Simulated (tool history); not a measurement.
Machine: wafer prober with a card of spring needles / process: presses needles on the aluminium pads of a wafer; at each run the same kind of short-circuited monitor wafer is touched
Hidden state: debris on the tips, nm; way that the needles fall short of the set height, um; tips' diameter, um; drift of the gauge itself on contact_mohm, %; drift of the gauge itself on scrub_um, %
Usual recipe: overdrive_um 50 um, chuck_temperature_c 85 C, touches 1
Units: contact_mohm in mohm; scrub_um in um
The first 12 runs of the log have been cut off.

run	hour	overdrive_um	chuck_temperature_c	touches	touches since the tips were cleaned	cleanings since the card got new needles	touches since the first contact's height was set	contact_mohm	scrub_um
# hour 176.2: tips cleaned on abrasive film
13	182.2	50	85	1	3850	64	71859	228	10.24
# hour 189.6: tips cleaned on abrasive film
14	196.8	50	72	1	4666	65	81233	235	10.26
# hour 202.1: tips cleaned on abrasive film
15	208.7	50	72	1	4283	66	88834	229	10.25
# hour 214.8: tips cleaned on abrasive film
# hour 226.6: tips cleaned on abrasive film
16	226.6	50	72	1	0	68	100242	173	10.18
# hour 239.1: tips cleaned on abrasive film
17	239.4	50	72	1	249	69	108428	182	10.20
# hour 251.1: tips cleaned on abrasive film
18	260.2	45	70	2	5847	70	121745	226	9.18
# hour 264.9: tips cleaned on abrasive film
# hour 278.0: tips cleaned on abrasive film
19	280.2	45	36	2	1396	72	134464	190	9.11
# hour 289.9: tips cleaned on abrasive film
20	290.6	35	53	1	462	73	141157	209	7.04
# hour 301.8: tips cleaned on abrasive film
# hour 314.5: tips cleaned on abrasive film
21	314.5	49	109	2	0	75	156401	181	9.97
# hour 327.0: tips cleaned on abrasive film
22	333.7	66	72	2	4275	76	168684	185	13.48
# hour 339.7: tips cleaned on abrasive film
23	351.1	56	72	2	7366	77	179851	212	11.35
# hour 353.1: tips cleaned on abrasive film
24	363.6	32	90	2	6758	78	187822	298	6.38
# hour 365.2: tips cleaned on abrasive film
25	375.6	46	33	1	6728	79	195525	267	9.27
# hour 377.6: tips cleaned on abrasive film
# hour 390.7: tips cleaned on abrasive film
26	399.3	50	84	1	5534	81	210622	247	10.10
# hour 402.8: tips cleaned on abrasive film
# hour 415.5: tips cleaned on abrasive film
# hour 417.7: height of the first contact set anew
27	423.1	48	67	3	4707	83	3465	198	9.94
# hour 428.1: tips cleaned on abrasive film
28	438.4	55	67	1	6662	84	13242	237	11.37
# hour 440.4: tips cleaned on abrasive film
29	449.6	45	85	2	5911	85	20408	228	9.27
# hour 453.5: tips cleaned on abrasive film
# hour 466.2: tips cleaned on abrasive film
30	466.9	45	85	2	437	87	31420	187	9.27
# hour 478.4: tips cleaned on abrasive film
31	489.5	40	52	2	7132	88	45886	254	8.26
# hour 490.7: tips cleaned on abrasive film
32	501.4	58	85	1	6889	89	53507	231	11.98

Each row is a separate what-if for the run after 32, all from the same tool condition, not one after another. Results?
# hour 503.5: tips cleaned on abrasive film
# hour 516.9: tips cleaned on abrasive film
A	522.8	40	85	1	3784	91	67182	?	?
# hour 503.5: tips cleaned on abrasive film
# hour 516.9: tips cleaned on abrasive film
B	522.8	50	44	1	3784	91	67182	?	?
# hour 503.5: tips cleaned on abrasive film
# hour 516.9: tips cleaned on abrasive film
C	522.8	50	118	2	3784	91	67182	?	?
# hour 503.5: tips cleaned on abrasive film
# hour 516.9: tips cleaned on abrasive film
D	522.8	58	85	1	3784	91	67182	?	?

run	contact_mohm	scrub_um
A	273	8.20
B	231	10.28
C	214	10.28
D	214	11.93
With the hidden condition removed and each run's random variation left untouched, the same runs would have given:
run	contact_mohm	scrub_um
A	176	8.27
B	162	10.35
C	176	10.35
D	165	12.00
